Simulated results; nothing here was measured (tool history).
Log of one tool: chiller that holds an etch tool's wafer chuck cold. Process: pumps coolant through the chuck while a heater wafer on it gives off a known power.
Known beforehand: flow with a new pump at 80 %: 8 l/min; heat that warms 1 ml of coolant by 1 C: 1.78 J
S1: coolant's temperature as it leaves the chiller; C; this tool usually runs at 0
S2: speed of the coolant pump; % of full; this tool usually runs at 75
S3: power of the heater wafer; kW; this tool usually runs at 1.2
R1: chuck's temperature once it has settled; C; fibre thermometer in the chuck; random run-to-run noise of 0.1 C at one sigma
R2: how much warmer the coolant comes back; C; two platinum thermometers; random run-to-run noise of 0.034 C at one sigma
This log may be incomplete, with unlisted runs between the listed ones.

run 1 hour=0 | S1=0 S2=75 S3=1.2 | R1=13.6 R2=5.73
run 2 hour=57.9 | S1=0 S2=75 S3=1.2 | R1=13.7 R2=5.77
run 3 hour=137.4 | S1=0 S2=75 S3=1.2 | R1=13.7 R2=5.8
run 4 hour=231.4 | S1=0 S2=65 S3=1.2 | R1=15 R2=6.68
run 5 hour=327.8 | S1=0 S2=65 S3=1.2 | R1=15 R2=6.7
-- hour=406.2 coolant changed, channels flushed
run 6 hour=438.1 | S1=0 S2=75 S3=1.2 | R1=11.8 R2=5.75
run 7 hour=522.7 | S1=0 S2=75 S3=1.2 | R1=11.8 R2=5.8
run 8 hour=613.1 | S1=9 S2=75 S3=1.2 | R1=20.9 R2=5.8
run 9 hour=738.2 | S1=9 S2=75 S3=1.2 | R1=21 R2=5.81
run 10 hour=868.7 | S1=0 S2=65 S3=1.2 | R1=13 R2=6.87
run 11 hour=996.9 | S1=0 S2=68 S3=1.2 | R1=12.9 R2=6.53
run 12 hour=1079.1 | S1=0 S2=68 S3=1.2 | R1=13 R2=6.55
run 13 hour=1153.8 | S1=0 S2=68 S3=1.2 | R1=13 R2=6.52
run 14 hour=1251.1 | S1=0 S2=68 S3=1.2 | R1=13 R2=6.58
run 15 hour=1330.3 | S1=-7 S2=76 S3=1.2 | R1=5.2 R2=5.78
run 16 hour=1415.4 | S1=7 S2=66 S3=0.774 | R1=15.6 R2=4.37
run 17 hour=1536.8 | S1=8 S2=66 S3=0.763 | R1=16.6 R2=4.32
-- hour=1544.1 chiller's thermometer calibrated
run 18 hour=1660.6 | S1=0 S2=75 S3=1.154 | R1=12 R2=5.66
run 19 hour=1714.9 | S1=0 S2=66 S3=1.278 | R1=14.4 R2=7.26
run 20 hour=1782.5 | S1=-5 S2=74 S3=1.2 | R1=7.7 R2=6
run 21 hour=1895.3 | S1=-1 S2=88 S3=1.2 | R1=10.5 R2=5.01
run 22 hour=2007.9 | S1=8 S2=84 S3=0.69 | R1=14.9 R2=3.01
run 23 hour=2080.4 | S1=8 S2=84 S3=0.69 | R1=15 R2=3.06
run 24 hour=2151.8 | S1=9 S2=96 S3=1.033 | R1=18.6 R2=3.94
-- hour=2175.9 chiller's thermometer calibrated, once more
run 25 hour=2241.4 | S1=9 S2=96 S3=1.033 | R1=18.2 R2=3.93
run 26 hour=2358.2 | S1=0 S2=75 S3=1.07 | R1=11.2 R2=5.35
run 27 hour=2454.6 | S1=0 S2=75 S3=1.07 | R1=11.3 R2=5.39

For some of the steps in R1 from one run to the next: how much would appear even if the tool had no hidden state, given the settings, what came in and random variation, and how much remains for the hidden state plus any gauge scatter that the measured result and the result without hidden state don't share?
Hidden state present: heat passed by the chuck's channels, % of clean ones'; flow at a given pump speed, % of a new pump's; coolant's true temperature over the reading, C; drift of the gauge itself on chuck_c, C; drift of the gauge itself on warmer_back_c, C.
Run 5 -> 6: S2 65 -> 75, coolant changed, channels flushed. R1 -3.2 C: hidden state -2.2, all else -1.
Run 7 -> 8: S1 0 -> 9. R1 +9.1 C: hidden state +0.1, all else +9.
Run 15 -> 16: S1 -7 -> 7, S2 76 -> 66, S3 1.2 -> 0.774. R1 +10.4 C: hidden state -0.2, all else +10.6.
Run 21 -> 22: S1 -1 -> 8, S2 88 -> 84, S3 1.2 -> 0.69. R1 +4.4 C: hidden state -0.4, all else +4.8.
